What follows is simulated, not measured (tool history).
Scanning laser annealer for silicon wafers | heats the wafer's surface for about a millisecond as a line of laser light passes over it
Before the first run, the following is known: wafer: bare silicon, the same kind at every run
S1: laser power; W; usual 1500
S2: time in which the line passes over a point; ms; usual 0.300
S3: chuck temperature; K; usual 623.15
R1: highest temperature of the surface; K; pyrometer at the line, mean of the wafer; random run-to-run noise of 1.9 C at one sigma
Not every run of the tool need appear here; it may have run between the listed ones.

{"run": 1, "hour": 0.0, "S1": 1500, "S2": 0.3, "S3": 623.15, "R1": 1375.15}
{"run": 2, "hour": 24.5, "S1": 1500, "S2": 0.3, "S3": 623.15, "R1": 1375.15}
{"run": 3, "hour": 44.8, "S1": 1500, "S2": 0.3, "S3": 623.15, "R1": 1372.15}
{"run": 4, "hour": 63.3, "S1": 1500, "S2": 0.3, "S3": 623.15, "R1": 1374.15}
{"run": 5, "hour": 94.3, "S1": 1500, "S2": 0.227, "S3": 623.15, "R1": 1278.15}
{"hour": 103.6, "done": "optics aligned, line set to its width"}
{"run": 6, "hour": 133.2, "S1": 1500, "S2": 0.227, "S3": 623.15, "R1": 1298.15}
{"run": 7, "hour": 155.7, "S1": 1500, "S2": 0.227, "S3": 623.15, "R1": 1297.15}
{"run": 8, "hour": 175.2, "S1": 1500, "S2": 0.379, "S3": 623.15, "R1": 1479.15}
{"run": 9, "hour": 197.8, "S1": 1500, "S2": 0.379, "S3": 623.15, "R1": 1469.15}
{"run": 10, "hour": 229.1, "S1": 1500, "S2": 0.379, "S3": 623.15, "R1": 1468.15}
{"run": 11, "hour": 261.5, "S1": 1500, "S2": 0.3, "S3": 651.15, "R1": 1409.15}
{"run": 12, "hour": 277.2, "S1": 1577, "S2": 0.3, "S3": 623.15, "R1": 1432.15}
{"run": 13, "hour": 295.9, "S1": 1577, "S2": 0.3, "S3": 623.15, "R1": 1434.15}
{"run": 14, "hour": 315.5, "S1": 1532, "S2": 0.287, "S3": 594.15, "R1": 1358.15}
{"run": 15, "hour": 345.7, "S1": 1532, "S2": 0.314, "S3": 647.15, "R1": 1440.15}
{"run": 16, "hour": 377.5, "S1": 1532, "S2": 0.314, "S3": 647.15, "R1": 1437.15}
{"run": 17, "hour": 391.6, "S1": 1500, "S2": 0.245, "S3": 623.15, "R1": 1308.15}
{"run": 18, "hour": 414.2, "S1": 1449, "S2": 0.261, "S3": 638.15, "R1": 1311.15}
{"run": 19, "hour": 431.4, "S1": 1459, "S2": 0.3, "S3": 628.15, "R1": 1355.15}
{"run": 20, "hour": 453.4, "S1": 1409, "S2": 0.3, "S3": 619.15, "R1": 1313.15}
{"run": 21, "hour": 486.4, "S1": 1541, "S2": 0.317, "S3": 624.15, "R1": 1422.15}
{"run": 22, "hour": 520.5, "S1": 1443, "S2": 0.263, "S3": 616.15, "R1": 1285.15}
{"run": 23, "hour": 536.6, "S1": 1336, "S2": 0.269, "S3": 623.15, "R1": 1231.15}
{"run": 24, "hour": 569.7, "S1": 1578, "S2": 0.24, "S3": 654.15, "R1": 1371.15}

Each row is a separate what-if for the run after 24, all from the same tool condition, not one after another. Results?
{"run": "A", "hour": 599.7, "S1": 1624, "S2": 0.346, "S3": 614.15, "R1": "?"}
{"run": "B", "hour": 599.7, "S1": 1583, "S2": 0.259, "S3": 599.15, "R1": "?"}
{"run": "C", "hour": 599.7, "S1": 1625, "S2": 0.214, "S3": 612.15, "R1": "?"}
{"run": "D", "hour": 599.7, "S1": 1492, "S2": 0.294, "S3": 599.15, "R1": "?"}
{"run": "E", "hour": 599.7, "S1": 1299, "S2": 0.246, "S3": 625.15, "R1": "?"}

run=A R1=1492.15
run=B R1=1346.15
run=C R1=1320.15
run=D R1=1331.15
run=E R1=1190.15
What these runs would have given with no unlogged condition in the tool:
run=A R1=1532.15
run=B R1=1381.15
run=C R1=1353.15
run=D R1=1364.15
run=E R1=1216.15
